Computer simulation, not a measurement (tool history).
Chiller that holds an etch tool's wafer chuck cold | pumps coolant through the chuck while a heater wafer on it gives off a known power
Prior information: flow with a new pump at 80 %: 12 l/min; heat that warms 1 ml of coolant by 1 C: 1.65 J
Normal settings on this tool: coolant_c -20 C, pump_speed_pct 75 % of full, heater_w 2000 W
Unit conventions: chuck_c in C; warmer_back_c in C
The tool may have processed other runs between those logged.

run 1 hour=0.0 | coolant_c=-20 pump_speed_pct=75 heater_w=2000 | chuck_c=-4.7 warmer_back_c=6.51
run 2 hour=120.8 | coolant_c=-20 pump_speed_pct=75 heater_w=2000 | chuck_c=-4.6 warmer_back_c=6.51
run 3 hour=241.3 | coolant_c=-20 pump_speed_pct=75 heater_w=2000 | chuck_c=-4.7 warmer_back_c=6.55
run 4 hour=361.0 | coolant_c=-20 pump_speed_pct=88 heater_w=2000 | chuck_c=-6.1 warmer_back_c=5.51
run 5 hour=438.3 | coolant_c=-20 pump_speed_pct=88 heater_w=2000 | chuck_c=-6.3 warmer_back_c=5.54
run 6 hour=565.8 | coolant_c=-20 pump_speed_pct=88 heater_w=2000 | chuck_c=-6.2 warmer_back_c=5.60
run 7 hour=668.4 | coolant_c=-26 pump_speed_pct=88 heater_w=2000 | chuck_c=-12.1 warmer_back_c=5.59
-- hour=681.0 coolant pump overhauled
run 8 hour=730.4 | coolant_c=-11 pump_speed_pct=77 heater_w=1678 | chuck_c=1.6 warmer_back_c=5.38
run 9 hour=830.4 | coolant_c=-21 pump_speed_pct=75 heater_w=2000 | chuck_c=-5.4 warmer_back_c=6.54
-- hour=901.2 coolant pump overhauled, once more
run 10 hour=921.1 | coolant_c=-21 pump_speed_pct=95 heater_w=2086 | chuck_c=-7.3 warmer_back_c=5.27
run 11 hour=980.9 | coolant_c=-21 pump_speed_pct=95 heater_w=2086 | chuck_c=-7.3 warmer_back_c=5.34

Forecast each of these 3 alternatives for the next run:
run A hour=1095.9 | coolant_c=-20 pump_speed_pct=92 heater_w=2000 | chuck_c=? warmer_back_c=?
run B hour=1095.9 | coolant_c=-20 pump_speed_pct=75 heater_w=1056 | chuck_c=? warmer_back_c=?
run C hour=1095.9 | coolant_c=-15 pump_speed_pct=75 heater_w=1050 | chuck_c=? warmer_back_c=?

run=A chuck_c=-6.6 warmer_back_c=5.34
run=B chuck_c=-12.0 warmer_back_c=3.44
run=C chuck_c=-7.2 warmer_back_c=3.40
Stripped of hidden state, with their random variation kept, the same runs would have yielded:
run=A chuck_c=-6.7 warmer_back_c=5.30
run=B chuck_c=-11.8 warmer_back_c=3.42
run=C chuck_c=-6.9 warmer_back_c=3.37

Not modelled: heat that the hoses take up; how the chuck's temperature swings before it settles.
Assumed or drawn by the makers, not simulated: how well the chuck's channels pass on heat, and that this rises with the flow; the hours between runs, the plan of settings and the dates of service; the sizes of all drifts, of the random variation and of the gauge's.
